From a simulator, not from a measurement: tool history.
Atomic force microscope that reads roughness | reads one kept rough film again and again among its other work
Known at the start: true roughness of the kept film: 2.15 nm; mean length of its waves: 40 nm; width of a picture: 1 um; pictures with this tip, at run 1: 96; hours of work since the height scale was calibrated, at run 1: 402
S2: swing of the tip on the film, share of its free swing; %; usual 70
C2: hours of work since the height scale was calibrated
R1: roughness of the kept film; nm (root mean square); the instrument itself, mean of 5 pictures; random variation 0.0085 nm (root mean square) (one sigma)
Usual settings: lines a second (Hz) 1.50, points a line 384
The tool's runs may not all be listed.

Run 1, hour 0.0: usual settings; pictures with this tip 96; C2 402. Result: R1 1.768 nm (root mean square).
At hour 33.0: new tip fitted.
Run 2, hour 36.3: usual settings; pictures with this tip 5; C2 428. Result: R1 1.868 nm (root mean square).
Run 3, hour 95.7: usual settings but lines a second (Hz) 1.05; pictures with this tip 95; C2 471. Result: R1 1.777 nm (root mean square).
Run 4, hour 126.8: usual settings but lines a second (Hz) 1.05; pictures with this tip 142; C2 494. Result: R1 1.722 nm (root mean square).
At hour 130.5: new tip fitted.
Run 5, hour 182.8: usual settings; pictures with this tip 79; C2 535. Result: R1 1.774 nm (root mean square).
Run 6, hour 213.2: usual settings but lines a second (Hz) 3.40; pictures with this tip 125; C2 557. Result: R1 1.570 nm (root mean square).
At hour 226.2: new tip fitted.
Run 7, hour 268.7: usual settings but lines a second (Hz) 3.40; pictures with this tip 64; C2 597. Result: R1 1.639 nm (root mean square).
Run 8, hour 302.3: usual settings but lines a second (Hz) 3.40, points a line 333; pictures with this tip 114; C2 621. Result: R1 1.570 nm (root mean square).
At hour 322.3: new tip fitted.
Run 9, hour 363.6: usual settings; pictures with this tip 62; C2 665. Result: R1 1.778 nm (root mean square).
At hour 421.5: new tip fitted.
Run 10, hour 422.2: usual settings; pictures with this tip 1; C2 708. Result: R1 1.889 nm (root mean square).
Run 11, hour 479.1: usual settings; pictures with this tip 87; C2 749. Result: R1 1.770 nm (root mean square).
At hour 519.6: new tip fitted.
Run 12, hour 521.1: usual settings; pictures with this tip 3; C2 779. Result: R1 1.881 nm (root mean square).
At hour 526.7: height scale calibrated on a step standard.
Run 13, hour 578.9: usual settings but S2 60 %; pictures with this tip 88; C2 38. Result: R1 1.863 nm (root mean square).
At hour 617.1: height scale calibrated on a step standard, once more.
At hour 617.6: new tip fitted.
Run 14, hour 635.2: usual settings but S2 60 %; pictures with this tip 27; C2 13. Result: R1 1.893 nm (root mean square).
Run 15, hour 686.5: usual settings but S2 60 %; pictures with this tip 104; C2 50. Result: R1 1.793 nm (root mean square).
At hour 715.6: new tip fitted.
Run 16, hour 732.4: usual settings but points a line 482; pictures with this tip 25; C2 83. Result: R1 1.854 nm (root mean square).
Run 17, hour 778.6: usual settings but lines a second (Hz) 1.82, S2 86 %, points a line 282; pictures with this tip 95; C2 117. Result: R1 1.531 nm (root mean square).
Run 18, hour 804.2: usual settings but lines a second (Hz) 1.82, S2 86 %, points a line 282; pictures with this tip 133; C2 135. Result: R1 1.490 nm (root mean square).
At hour 811.9: new tip fitted.
Run 19, hour 854.9: usual settings but lines a second (Hz) 1.82, S2 86 %, points a line 282; pictures with this tip 65; C2 172. Result: R1 1.563 nm (root mean square).
Run 20, hour 887.4: usual settings but lines a second (Hz) 1.23, S2 71 %, points a line 372; pictures with this tip 114; C2 196. Result: R1 1.727 nm (root mean square).
At hour 907.7: new tip fitted.
Run 21, hour 939.4: usual settings but lines a second (Hz) 1.23, S2 71 %, points a line 372; pictures with this tip 48; C2 233. Result: R1 1.817 nm (root mean square).
Run 22, hour 996.4: usual settings but lines a second (Hz) 1.17, S2 59 %, points a line 634; pictures with this tip 133; C2 275. Result: R1 1.773 nm (root mean square).
At hour 1004.2: new tip fitted.
Run 23, hour 1041.9: usual settings but points a line 286; pictures with this tip 57; C2 308. Result: R1 1.802 nm (root mean square).
Run 24, hour 1070.7: usual settings but points a line 286; pictures with this tip 101; C2 328. Result: R1 1.745 nm (root mean square).
At hour 1101.1: new tip fitted.
Run 25, hour 1131.5: usual settings but S2 85 %, points a line 679; pictures with this tip 45; C2 372. Result: R1 1.650 nm (root mean square).
Run 26, hour 1178.0: usual settings but lines a second (Hz) 1.58; pictures with this tip 115; C2 406. Result: R1 1.723 nm (root mean square).
At hour 1200.5: new tip fitted.
Run 27, hour 1225.8: usual settings but lines a second (Hz) 0.64, S2 65 %; pictures with this tip 38; C2 441. Result: R1 1.932 nm (root mean square).
Run 28, hour 1267.5: usual settings but lines a second (Hz) 1.36, S2 60 %, points a line 468; pictures with this tip 100; C2 471. Result: R1 1.830 nm (root mean square).
At hour 1299.3: new tip fitted.
Run 29, hour 1319.7: usual settings but lines a second (Hz) 0.60, S2 79 %, points a line 851; pictures with this tip 30; C2 509. Result: R1 1.889 nm (root mean square).
Run 30, hour 1379.2: usual settings but lines a second (Hz) 3.69, S2 69 %, points a line 612; pictures with this tip 120; C2 552. Result: R1 1.572 nm (root mean square).
At hour 1395.8: new tip fitted.
Run 31, hour 1412.5: usual settings but lines a second (Hz) 3.69, S2 69 %, points a line 612; pictures with this tip 25; C2 576. Result: R1 1.692 nm (root mean square).

The same runs without the tool's hidden state, with the same run-to-run variation:
The hidden state here: radius of the tip, nm; height scale over the true one, %; drift of the gauge itself on roughness_nm, %.
run     R1
  1  1.862
  2  1.866
  3  1.898
  4  1.903
  5  1.861
  6  1.701
  7  1.708
  8  1.702
  9  1.854
 10  1.871
 11  1.865
 12  1.864
 13  1.943
 14  1.942
 15  1.943
 16  1.883
 17  1.635
 18  1.640
 19  1.647
 20  1.877
 21  1.885
 22  1.964
 23  1.871
 24  1.874
 25  1.699
 26  1.861
 27  1.973
 28  1.955
 29  1.916
 30  1.698
 31  1.709
